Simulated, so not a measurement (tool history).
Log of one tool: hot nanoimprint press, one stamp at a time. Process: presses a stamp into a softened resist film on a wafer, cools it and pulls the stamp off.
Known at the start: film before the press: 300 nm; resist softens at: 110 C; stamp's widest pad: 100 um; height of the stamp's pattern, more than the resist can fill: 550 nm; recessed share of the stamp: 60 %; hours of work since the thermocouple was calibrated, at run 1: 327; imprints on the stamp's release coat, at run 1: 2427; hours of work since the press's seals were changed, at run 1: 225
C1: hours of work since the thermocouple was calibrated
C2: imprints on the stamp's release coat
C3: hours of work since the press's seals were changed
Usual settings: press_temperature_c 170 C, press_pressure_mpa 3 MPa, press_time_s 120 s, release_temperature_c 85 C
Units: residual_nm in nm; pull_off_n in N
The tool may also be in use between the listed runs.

{"run": 1, "hour": 0.0, "press_temperature_c": 170, "press_pressure_mpa": 3, "press_time_s": 120, "release_temperature_c": 85, "C1": 327, "C2": 2427, "C3": 225, "residual_nm": 116.1, "pull_off_n": 143}
{"run": 2, "hour": 4.3, "press_temperature_c": 170, "press_pressure_mpa": 3, "press_time_s": 74, "release_temperature_c": 85, "C1": 330, "C2": 2448, "C3": 228, "residual_nm": 139.9, "pull_off_n": 149}
{"hour": 14.5, "done": "stamp cleaned and given a new release coat"}
{"run": 3, "hour": 19.2, "press_temperature_c": 170, "press_pressure_mpa": 3, "press_time_s": 74, "release_temperature_c": 85, "C1": 337, "C2": 23, "C3": 235, "residual_nm": 139, "pull_off_n": 148}
{"run": 4, "hour": 27.6, "press_temperature_c": 170, "press_pressure_mpa": 3, "press_time_s": 74, "release_temperature_c": 85, "C1": 343, "C2": 64, "C3": 241, "residual_nm": 140.3, "pull_off_n": 142}
{"run": 5, "hour": 34.7, "press_temperature_c": 170, "press_pressure_mpa": 3, "press_time_s": 74, "release_temperature_c": 85, "C1": 349, "C2": 98, "C3": 247, "residual_nm": 139.4, "pull_off_n": 143}
{"run": 6, "hour": 40.3, "press_temperature_c": 170, "press_pressure_mpa": 3, "press_time_s": 74, "release_temperature_c": 85, "C1": 353, "C2": 126, "C3": 251, "residual_nm": 139.8, "pull_off_n": 144}
{"run": 7, "hour": 46.4, "press_temperature_c": 170, "press_pressure_mpa": 3, "press_time_s": 74, "release_temperature_c": 85, "C1": 358, "C2": 156, "C3": 256, "residual_nm": 139.5, "pull_off_n": 137}
{"run": 8, "hour": 53.8, "press_temperature_c": 170, "press_pressure_mpa": 3, "press_time_s": 74, "release_temperature_c": 85, "C1": 363, "C2": 192, "C3": 261, "residual_nm": 140.5, "pull_off_n": 142}
{"run": 9, "hour": 61.4, "press_temperature_c": 170, "press_pressure_mpa": 3, "press_time_s": 74, "release_temperature_c": 85, "C1": 369, "C2": 230, "C3": 267, "residual_nm": 138.7, "pull_off_n": 140}
{"run": 10, "hour": 69.1, "press_temperature_c": 170, "press_pressure_mpa": 3, "press_time_s": 120, "release_temperature_c": 85, "C1": 375, "C2": 267, "C3": 273, "residual_nm": 116.4, "pull_off_n": 143}
{"run": 11, "hour": 76.6, "press_temperature_c": 170, "press_pressure_mpa": 3, "press_time_s": 120, "release_temperature_c": 85, "C1": 380, "C2": 304, "C3": 278, "residual_nm": 117, "pull_off_n": 143}
{"run": 12, "hour": 84.5, "press_temperature_c": 170, "press_pressure_mpa": 3, "press_time_s": 120, "release_temperature_c": 85, "C1": 386, "C2": 342, "C3": 284, "residual_nm": 117.1, "pull_off_n": 145}
{"run": 13, "hour": 89.5, "press_temperature_c": 170, "press_pressure_mpa": 3, "press_time_s": 120, "release_temperature_c": 85, "C1": 390, "C2": 367, "C3": 288, "residual_nm": 116.3, "pull_off_n": 143}
{"run": 14, "hour": 94.8, "press_temperature_c": 171, "press_pressure_mpa": 4.46, "press_time_s": 67, "release_temperature_c": 75, "C1": 394, "C2": 393, "C3": 292, "residual_nm": 114.2, "pull_off_n": 172}
{"run": 15, "hour": 103.7, "press_temperature_c": 171, "press_pressure_mpa": 4.46, "press_time_s": 67, "release_temperature_c": 75, "C1": 401, "C2": 437, "C3": 299, "residual_nm": 113.9, "pull_off_n": 166}
{"run": 16, "hour": 112.8, "press_temperature_c": 165, "press_pressure_mpa": 3, "press_time_s": 120, "release_temperature_c": 85, "C1": 408, "C2": 481, "C3": 306, "residual_nm": 160.7, "pull_off_n": 142}
{"run": 17, "hour": 118.7, "press_temperature_c": 174, "press_pressure_mpa": 2.67, "press_time_s": 76, "release_temperature_c": 87, "C1": 412, "C2": 510, "C3": 310, "residual_nm": 112.5, "pull_off_n": 136}
{"run": 18, "hour": 127.7, "press_temperature_c": 174, "press_pressure_mpa": 2.67, "press_time_s": 76, "release_temperature_c": 87, "C1": 419, "C2": 554, "C3": 317, "residual_nm": 113.1, "pull_off_n": 135}
{"run": 19, "hour": 134.9, "press_temperature_c": 174, "press_pressure_mpa": 2.67, "press_time_s": 76, "release_temperature_c": 87, "C1": 424, "C2": 589, "C3": 322, "residual_nm": 114, "pull_off_n": 132}
{"run": 20, "hour": 141.1, "press_temperature_c": 174, "press_pressure_mpa": 2.67, "press_time_s": 76, "release_temperature_c": 87, "C1": 429, "C2": 619, "C3": 327, "residual_nm": 113.7, "pull_off_n": 140}
{"run": 21, "hour": 149.9, "press_temperature_c": 174, "press_pressure_mpa": 2.67, "press_time_s": 76, "release_temperature_c": 87, "C1": 436, "C2": 663, "C3": 334, "residual_nm": 112.8, "pull_off_n": 141}
{"run": 22, "hour": 157.2, "press_temperature_c": 174, "press_pressure_mpa": 1.82, "press_time_s": 111, "release_temperature_c": 87, "C1": 441, "C2": 698, "C3": 339, "residual_nm": 117.2, "pull_off_n": 140}
{"run": 23, "hour": 163.3, "press_temperature_c": 174, "press_pressure_mpa": 1.82, "press_time_s": 103, "release_temperature_c": 81, "C1": 446, "C2": 728, "C3": 344, "residual_nm": 120.4, "pull_off_n": 149}

The same runs without the tool's hidden state, with the same run-to-run variation:
The hidden state here: true temperature over the reading, C; pressure that arrives at the usual setting, %; grip of the stamp's worn release coat, % over a new coat's; drift of the gauge itself on residual_nm, %; drift of the gauge itself on pull_off_n, %.
run=1 pull_off_n=140
run=2 pull_off_n=146
run=3 pull_off_n=148
run=4 pull_off_n=142
run=5 pull_off_n=143
run=6 pull_off_n=144
run=7 pull_off_n=137
run=8 pull_off_n=142
run=9 pull_off_n=140
run=10 pull_off_n=143
run=11 pull_off_n=142
run=12 pull_off_n=145
run=13 pull_off_n=142
run=14 pull_off_n=172
run=15 pull_off_n=165
run=16 pull_off_n=141
run=17 pull_off_n=136
run=18 pull_off_n=134
run=19 pull_off_n=132
run=20 pull_off_n=140
run=21 pull_off_n=140
run=22 pull_off_n=139
run=23 pull_off_n=148
residual_nm: within 0.6 nm of the measured result in every run.

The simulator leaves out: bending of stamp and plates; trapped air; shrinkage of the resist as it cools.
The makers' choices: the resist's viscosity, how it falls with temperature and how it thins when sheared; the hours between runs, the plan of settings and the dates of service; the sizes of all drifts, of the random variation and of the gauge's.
